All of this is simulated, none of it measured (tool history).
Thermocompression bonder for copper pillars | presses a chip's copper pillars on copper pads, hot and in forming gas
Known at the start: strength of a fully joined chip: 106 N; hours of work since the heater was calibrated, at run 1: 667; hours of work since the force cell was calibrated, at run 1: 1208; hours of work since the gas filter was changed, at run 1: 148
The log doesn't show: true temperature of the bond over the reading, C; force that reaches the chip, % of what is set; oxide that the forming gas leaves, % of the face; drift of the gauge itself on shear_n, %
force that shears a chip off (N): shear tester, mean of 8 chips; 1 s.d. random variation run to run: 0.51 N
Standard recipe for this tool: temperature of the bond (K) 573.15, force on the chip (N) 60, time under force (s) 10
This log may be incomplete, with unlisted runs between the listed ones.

| run | day | temperature of the bond (K) | force on the chip (N) | time under force (s) | hours of work since the heater was calibrated | hours of work since the force cell was calibrated | hours of work since the gas filter was changed | force that shears a chip off (N) |
|---|---|---|---|---|---|---|---|---|
| 1 | 0.000 | 573.15 | 60 | 10 | 667 | 1208 | 148 | 67.0 |
| 2 | 3.242 | 573.15 | 60 | 10 | 704 | 1245 | 185 | 66.6 |
|  | 5.750 | heater calibrated with a thermocouple chip |
| 3 | 6.333 | 573.15 | 60 | 10 | 7 | 1280 | 220 | 63.5 |
| 4 | 8.108 | 600.15 | 60 | 10 | 27 | 1300 | 241 | 75.7 |
|  | 9.704 | forming gas filter changed |
| 5 | 10.342 | 600.15 | 60 | 10 | 53 | 1326 | 7 | 80.9 |
| 6 | 13.504 | 573.15 | 39 | 10 | 89 | 1362 | 44 | 46.7 |
| 7 | 16.679 | 573.15 | 39 | 10 | 126 | 1399 | 81 | 47.1 |
| 8 | 19.525 | 573.15 | 39 | 20 | 159 | 1432 | 113 | 57.6 |
| 9 | 21.404 | 573.15 | 39 | 20 | 180 | 1454 | 135 | 58.0 |
| 10 | 24.012 | 573.15 | 39 | 20 | 211 | 1484 | 165 | 57.5 |
| 11 | 26.454 | 573.15 | 39 | 20 | 239 | 1512 | 193 | 57.4 |
| 12 | 29.458 | 573.15 | 39 | 20 | 273 | 1547 | 228 | 56.4 |
|  | 32.225 | forming gas filter changed |
| 13 | 32.412 | 573.15 | 39 | 20 | 307 | 1580 | 2 | 60.2 |
| 14 | 34.392 | 573.15 | 39 | 20 | 330 | 1603 | 25 | 61.3 |
| 15 | 36.712 | 573.15 | 39 | 20 | 357 | 1630 | 52 | 60.2 |
| 16 | 38.571 | 560.15 | 52 | 9 | 378 | 1651 | 73 | 51.3 |
|  | 38.842 | force cell calibrated |
| 17 | 41.529 | 585.15 | 56 | 10 | 412 | 31 | 107 | 69.0 |
| 18 | 43.521 | 564.15 | 44 | 10 | 435 | 54 | 130 | 47.2 |
| 19 | 46.533 | 600.15 | 44 | 11 | 470 | 89 | 164 | 66.2 |
|  | 48.596 | force cell calibrated, once more |
| 20 | 48.746 | 600.15 | 44 | 11 | 494 | 2 | 189 | 68.8 |
| 21 | 50.850 | 600.15 | 44 | 11 | 519 | 26 | 214 | 67.5 |
| 22 | 53.758 | 580.15 | 53 | 5 | 552 | 60 | 247 | 52.0 |
|  | 54.904 | forming gas filter changed |
| 23 | 55.550 | 592.15 | 40 | 16 | 573 | 80 | 7 | 72.1 |
| 24 | 58.954 | 592.15 | 40 | 16 | 612 | 119 | 47 | 71.7 |
| 25 | 61.279 | 558.15 | 76 | 16 | 639 | 146 | 74 | 81.4 |
| 26 | 62.942 | 592.15 | 60 | 11 | 658 | 165 | 93 | 81.2 |
| 27 | 66.412 | 592.15 | 47 | 13 | 698 | 205 | 133 | 72.9 |
|  | 69.275 | heater calibrated with a thermocouple chip |
| 28 | 69.417 | 592.15 | 47 | 13 | 2 | 239 | 167 | 70.8 |
| 29 | 71.608 | 592.15 | 47 | 13 | 27 | 264 | 192 | 69.6 |
| 30 | 74.042 | 544.15 | 49 | 10 | 55 | 293 | 220 | 41.1 |

Each row is a separate what-if for the run after 30, all from the same tool condition, not one after another. Results?
| A | 75.900 | 544.15 | 61 | 18 | 77 | 314 | 241 | ? |
| B | 75.900 | 545.15 | 39 | 10 | 77 | 314 | 241 | ? |
| C | 75.900 | 544.15 | 69 | 8 | 77 | 314 | 241 | ? |
| D | 75.900 | 544.15 | 54 | 17 | 77 | 314 | 241 | ? |

| run | force that shears a chip off (N) |
|---|---|
| A | 60.3 |
| B | 33.3 |
| C | 50.5 |
| D | 53.8 |
What these runs would have given with no unlogged condition in the tool:
| run | force that shears a chip off (N) |
|---|---|
| A | 65.1 |
| B | 35.9 |
| C | 54.5 |
| D | 58.0 |

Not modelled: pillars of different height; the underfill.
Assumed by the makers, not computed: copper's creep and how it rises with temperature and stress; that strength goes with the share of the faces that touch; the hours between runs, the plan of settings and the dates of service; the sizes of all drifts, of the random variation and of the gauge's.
